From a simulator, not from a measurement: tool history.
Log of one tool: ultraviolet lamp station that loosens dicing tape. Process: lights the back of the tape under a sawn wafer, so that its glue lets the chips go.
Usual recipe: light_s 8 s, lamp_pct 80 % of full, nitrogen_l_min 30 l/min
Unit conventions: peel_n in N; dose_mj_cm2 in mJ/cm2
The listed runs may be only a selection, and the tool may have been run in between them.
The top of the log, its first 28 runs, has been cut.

run 29 hour=973.7 | light_s=8 lamp_pct=92 nitrogen_l_min=55 | peel_n=0.121 dose_mj_cm2=567
run 30 hour=1013.7 | light_s=9 lamp_pct=80 nitrogen_l_min=55 | peel_n=0.117 dose_mj_cm2=557
run 31 hour=1040.4 | light_s=15 lamp_pct=65 nitrogen_l_min=19 | peel_n=0.109 dose_mj_cm2=750
run 32 hour=1070.7 | light_s=4 lamp_pct=75 nitrogen_l_min=30 | peel_n=0.573 dose_mj_cm2=232
run 33 hour=1093.5 | light_s=4 lamp_pct=77 nitrogen_l_min=30 | peel_n=0.568 dose_mj_cm2=238
run 34 hour=1138.6 | light_s=12 lamp_pct=80 nitrogen_l_min=30 | peel_n=0.115 dose_mj_cm2=737
run 35 hour=1188.2 | light_s=12 lamp_pct=80 nitrogen_l_min=30 | peel_n=0.108 dose_mj_cm2=735
run 36 hour=1222.4 | light_s=9 lamp_pct=61 nitrogen_l_min=30 | peel_n=0.226 dose_mj_cm2=419
run 37 hour=1264.7 | light_s=9 lamp_pct=66 nitrogen_l_min=41 | peel_n=0.159 dose_mj_cm2=458
run 38 hour=1289.6 | light_s=11 lamp_pct=90 nitrogen_l_min=33 | peel_n=0.104 dose_mj_cm2=760
run 39 hour=1337.4 | light_s=8 lamp_pct=80 nitrogen_l_min=47 | peel_n=0.137 dose_mj_cm2=494
run 40 hour=1361.0 | light_s=5 lamp_pct=88 nitrogen_l_min=29 | peel_n=0.315 dose_mj_cm2=333
run 41 hour=1401.4 | light_s=6 lamp_pct=79 nitrogen_l_min=20 | peel_n=0.324 dose_mj_cm2=363
run 42 hour=1439.9 | light_s=7 lamp_pct=60 nitrogen_l_min=46 | peel_n=0.281 dose_mj_cm2=325
run 43 hour=1489.4 | light_s=7 lamp_pct=97 nitrogen_l_min=46 | peel_n=0.126 dose_mj_cm2=514

Forecast each of these 4 alternatives for the next run:
run A hour=1526.2 | light_s=12 lamp_pct=80 nitrogen_l_min=30 | peel_n=? dose_mj_cm2=?
run B hour=1526.2 | light_s=7 lamp_pct=97 nitrogen_l_min=10 | peel_n=? dose_mj_cm2=?
run C hour=1526.2 | light_s=16 lamp_pct=79 nitrogen_l_min=22 | peel_n=? dose_mj_cm2=?
run D hour=1526.2 | light_s=14 lamp_pct=66 nitrogen_l_min=48 | peel_n=? dose_mj_cm2=?

run=A peel_n=0.109 dose_mj_cm2=733
run=B peel_n=0.262 dose_mj_cm2=520
run=C peel_n=0.096 dose_mj_cm2=968
run=D peel_n=0.097 dose_mj_cm2=705
The same runs, with their run-to-run variation unchanged, on a tool lacking any hidden condition would have given:
run=A peel_n=0.109 dose_mj_cm2=735
run=B peel_n=0.261 dose_mj_cm2=521
run=C peel_n=0.096 dose_mj_cm2=970
run=D peel_n=0.097 dose_mj_cm2=706
